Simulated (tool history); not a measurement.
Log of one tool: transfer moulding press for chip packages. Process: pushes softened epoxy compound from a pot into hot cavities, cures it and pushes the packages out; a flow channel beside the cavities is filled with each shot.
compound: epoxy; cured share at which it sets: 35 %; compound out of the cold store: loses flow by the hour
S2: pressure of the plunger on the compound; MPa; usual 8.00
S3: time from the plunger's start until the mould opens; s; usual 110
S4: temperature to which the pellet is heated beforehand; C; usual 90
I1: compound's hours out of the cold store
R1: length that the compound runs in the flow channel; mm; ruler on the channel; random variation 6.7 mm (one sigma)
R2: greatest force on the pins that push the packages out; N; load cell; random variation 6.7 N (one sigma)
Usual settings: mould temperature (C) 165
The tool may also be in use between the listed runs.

Run 1, hour 0.0: usual settings; I1 10.4. Result: R1 754 mm, R2 506 N.
At hour 37.8: cavities cleaned with cleaning compound and waxed.
Run 2, hour 48.5: usual settings but S4 95 C; I1 26.2. Result: R1 725 mm, R2 351 N.
Run 3, hour 94.9: usual settings but S4 95 C; I1 25.6. Result: R1 722 mm, R2 546 N.
At hour 103.9: mould's thermocouples calibrated.
At hour 118.7: cavities cleaned with cleaning compound and waxed.
Run 4, hour 140.3: usual settings but S4 95 C; I1 18.8. Result: R1 729 mm, R2 418 N.
Run 5, hour 170.9: usual settings; I1 31.0. Result: R1 698 mm, R2 536 N.
At hour 197.0: cavities cleaned with cleaning compound and waxed.
Run 6, hour 213.8: usual settings but S3 127 s; I1 15.2. Result: R1 728 mm, R2 336 N.
Run 7, hour 237.0: usual settings but S3 127 s; I1 46.3. Result: R1 676 mm, R2 407 N.
Run 8, hour 262.0: usual settings but S2 7.62 MPa, S4 93 C; I1 15.8. Result: R1 713 mm, R2 567 N.
At hour 277.1: cavities cleaned with cleaning compound and waxed.
Run 9, hour 286.5: usual settings but S2 6.98 MPa, S4 85 C; I1 26.3. Result: R1 648 mm, R2 355 N.
Run 10, hour 307.6: usual settings but S2 6.98 MPa, S4 85 C; I1 33.2. Result: R1 644 mm, R2 465 N.
Run 11, hour 349.7: usual settings but S2 6.98 MPa, S4 94 C; I1 34.0. Result: R1 646 mm, R2 551 N.

Forecast each of these 4 alternatives for the next run:
At hour 355.5: cavities cleaned with cleaning compound and waxed.
Run A, hour 377.4: usual settings but S2 9.88 MPa, S4 92 C; I1 41.9. Result: R1 ?, R2 ?.
At hour 355.5: cavities cleaned with cleaning compound and waxed.
Run B, hour 377.4: usual settings but mould temperature (C) 163, S2 6.44 MPa, S4 94 C; I1 17.3. Result: R1 ?, R2 ?.
At hour 355.5: cavities cleaned with cleaning compound and waxed.
Run C, hour 377.4: usual settings but mould temperature (C) 164, S2 7.25 MPa, S3 92 s; I1 12.2. Result: R1 ?, R2 ?.
At hour 355.5: cavities cleaned with cleaning compound and waxed.
Run D, hour 377.4: usual settings but mould temperature (C) 171, S2 6.98 MPa, S3 94 s, S4 80 C; I1 19.8. Result: R1 ?, R2 ?.

run   R1   R2
  A  739  435
  B  642  497
  C  687  722
  D  647  405
Without the tool's hidden state the same runs would have given:
run   R1   R2
  A  787  278
  B  685  309
  C  732  448
  D  689  255
